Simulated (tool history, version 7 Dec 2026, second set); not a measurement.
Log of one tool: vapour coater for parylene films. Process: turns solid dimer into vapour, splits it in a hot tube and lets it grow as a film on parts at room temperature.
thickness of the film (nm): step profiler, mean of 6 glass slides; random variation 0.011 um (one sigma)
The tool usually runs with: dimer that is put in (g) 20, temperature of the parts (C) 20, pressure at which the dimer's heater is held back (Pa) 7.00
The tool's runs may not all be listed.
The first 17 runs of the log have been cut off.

run	hour	dimer that is put in (g)	temperature of the parts (C)	pressure at which the dimer's heater is held back (Pa)	hours of work since the trap's valve was overhauled	hours of work since the table's thermometer was calibrated	thickness of the film (nm)
18	349.5	20	14	7.00	222	741	3180
19	375.4	18	20	2.49	241	759	3060
20	399.5	18	20	6.74	258	776	2550
21	417.2	35	16	2.89	270	789	6280
22	443.4	11	13	7.00	289	807	1790
23	454.6	10	18	7.00	297	815	1450
24	477.9	25	17	7.82	313	832	3640
25	499.3	25	14	4.09	328	847	4410
26	525.6	10	21	4.09	347	866	1520
27	547.0	10	21	5.90	362	881	1420
28	558.8	10	22	2.33	371	889	1650
# hour 575.2: trap's valve overhauled
29	586.8	10	22	2.33	8	906	1670
30	600.5	10	22	2.33	18	916	1650
31	615.3	20	27	2.27	28	926	2980
32	642.1	10	27	4.28	47	945	1330
33	669.3	20	20	7.32	67	965	2790
34	690.0	20	20	7.32	81	979	2760

4 ways to go on from here, each from the tool as it stands after run 34. What would each give?
A	706.8	12	22	2.41	93	991	?
B	706.8	20	19	7.32	93	991	?
C	706.8	20	19	7.32	93	991	?
D	706.8	20	27	6.79	93	991	?

run	thickness of the film (nm)
A	1970
B	2830
C	2840
D	2420
With the hidden condition removed and each run's random variation left untouched, the same runs would have given:
run	thickness of the film (nm)
A	1970
B	2840
C	2840
D	2420
